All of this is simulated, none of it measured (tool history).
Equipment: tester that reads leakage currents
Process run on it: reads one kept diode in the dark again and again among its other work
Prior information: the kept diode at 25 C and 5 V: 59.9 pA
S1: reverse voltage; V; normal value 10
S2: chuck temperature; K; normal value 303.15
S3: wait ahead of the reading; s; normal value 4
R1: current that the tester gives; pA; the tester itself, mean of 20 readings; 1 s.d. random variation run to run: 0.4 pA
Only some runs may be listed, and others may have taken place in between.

Run 1, day 0: usual settings. Result: R1 165.82 pA.
Run 2, day 1.242: usual settings. Result: R1 165.52 pA.
Run 3, day 2.879: usual settings but S1 1.1 V. Result: R1 51.49 pA.
Run 4, day 5.092: usual settings but S1 1.1 V. Result: R1 52.3 pA.
Run 5, day 7.508: usual settings. Result: R1 169.36 pA.
Run 6, day 9.538: usual settings. Result: R1 170.06 pA.
Run 7, day 11.367: usual settings but S3 0.91 s. Result: R1 174.45 pA.
Run 8, day 13.388: usual settings but S3 0.91 s. Result: R1 175.54 pA.
Run 9, day 14.479: usual settings but S1 3 V, S3 2.84 s. Result: R1 90.36 pA.
Run 10, day 16.154: usual settings but S1 3 V, S3 2.84 s. Result: R1 90.69 pA.
Run 11, day 17.7: usual settings but S1 3 V, S2 293.15 K, S3 2.84 s. Result: R1 40.66 pA.
Run 12, day 19.638: usual settings but S1 3 V, S2 304.15 K, S3 0.43 s. Result: R1 101.83 pA.
Run 13, day 20.996: usual settings but S1 3 V, S2 304.15 K, S3 0.43 s. Result: R1 101.98 pA.

Measured minus without-hidden-state, run by run (identical run-to-run variation in each term; gauge scatter may differ):
Hidden state present: stray current of the dirty probe card, pA a volt; current scale over the true one, %; true chuck temperature over the reading, C; drift of the gauge itself on leakage_pa, %.
run      R1
  1  +31.62
  2  +32.13
  3   +5.75
  4   +6.17
  5  +35.64
  6  +36.75
  7  +37.94
  8  +38.99
  9  +15.59
 10  +16.03
 11   +11.3
 12  +17.89
 13  +18.28
